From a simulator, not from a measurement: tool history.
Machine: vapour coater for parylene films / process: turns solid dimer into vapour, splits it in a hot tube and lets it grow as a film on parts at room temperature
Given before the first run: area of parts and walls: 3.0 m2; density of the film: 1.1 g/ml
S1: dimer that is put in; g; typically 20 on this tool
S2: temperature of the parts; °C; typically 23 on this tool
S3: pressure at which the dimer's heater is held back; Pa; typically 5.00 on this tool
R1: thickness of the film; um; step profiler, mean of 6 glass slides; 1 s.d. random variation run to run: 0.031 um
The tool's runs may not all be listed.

run	hour	S1	S2	S3	R1
1	0.0	20	23	5.00	2.97
2	36.1	20	23	5.00	3.02
3	68.7	20	23	5.00	3.02
4	97.6	20	23	5.00	2.97
5	129.4	20	25	5.00	2.87
6	147.8	20	23	6.17	2.89
7	167.8	20	16	6.17	3.29
8	189.9	20	16	6.17	3.21
9	212.3	20	23	2.51	3.46
10	238.1	25	31	2.24	3.89
# hour 258.3: trap's valve overhauled
11	278.1	25	31	2.24	3.89
12	316.6	20	27	10.12	2.41
13	350.3	20	27	10.12	2.42

Forecast run 14:
14	381.3	20	27	10.12	?

Logged for run 14: R1 2.39 um.
With no hidden state in the tool, this same run would have given R1 2.39 um.
